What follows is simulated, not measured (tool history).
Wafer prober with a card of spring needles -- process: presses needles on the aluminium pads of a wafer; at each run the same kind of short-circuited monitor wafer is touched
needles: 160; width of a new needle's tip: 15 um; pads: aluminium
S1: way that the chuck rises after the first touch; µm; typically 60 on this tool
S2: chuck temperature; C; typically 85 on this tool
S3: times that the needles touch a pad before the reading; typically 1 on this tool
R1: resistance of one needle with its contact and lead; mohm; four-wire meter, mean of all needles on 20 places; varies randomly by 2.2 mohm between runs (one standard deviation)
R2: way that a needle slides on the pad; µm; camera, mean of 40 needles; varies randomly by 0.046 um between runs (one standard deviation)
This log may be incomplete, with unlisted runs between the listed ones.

run   hour  S1  S2  S3   R1     R2
  1      0  60  85   1  257  14.61
  2    5.8  60  85   2  275   14.7
        13  -- tips cleaned on abrasive film
  3   15.2  60  85   2  259  14.57
  4   25.2  60  85   1  312  14.64
      26.8  -- tips cleaned on abrasive film
  5   30.1  60  91   1  279  14.68
  6   37.8  60  63   1  303  14.59
      40.6  -- tips cleaned on abrasive film
  7   45.8  60  63   1  286  14.54
      54.2  -- tips cleaned on abrasive film
  8   55.1  60  63   1  246  14.59
  9   61.7  65  63   1  288   15.8
      68.1  -- tips cleaned on abrasive film
 10     69  60  85   1  258  14.54
 11   78.1  65  85   1  300  15.74
      82.2  -- tips cleaned on abrasive film
 12     83  58  31   1  247  14.06
 13   88.3  58  57   2  273  14.04
 14   93.4  43  26   2  314  10.35
      96.3  -- tips cleaned on abrasive film
 15   97.8  42  36   2  263  10.12
 16  106.8  42  36   2  321  10.12
     110.3  -- tips cleaned on abrasive film
 17  115.1  47  45   2  282  11.33
 18  119.8  60  78   1  305   14.6

Here are 3 independent what-if runs from the current tool condition. What would each one return?
     124.6  -- tips cleaned on abrasive film
  A  129.3  60  83   3   ?   ?
     124.6  -- tips cleaned on abrasive film
  B  129.3  60  85   2   ?   ?
     124.6  -- tips cleaned on abrasive film
  C  129.3  60  95   1   ?   ?

run   R1     R2
  A  257  14.52
  B  272  14.61
  C  287  14.51
What these runs would have given with no unlogged condition in the tool:
run   R1     R2
  A  239  14.71
  B  242   14.8
  C  240  14.71
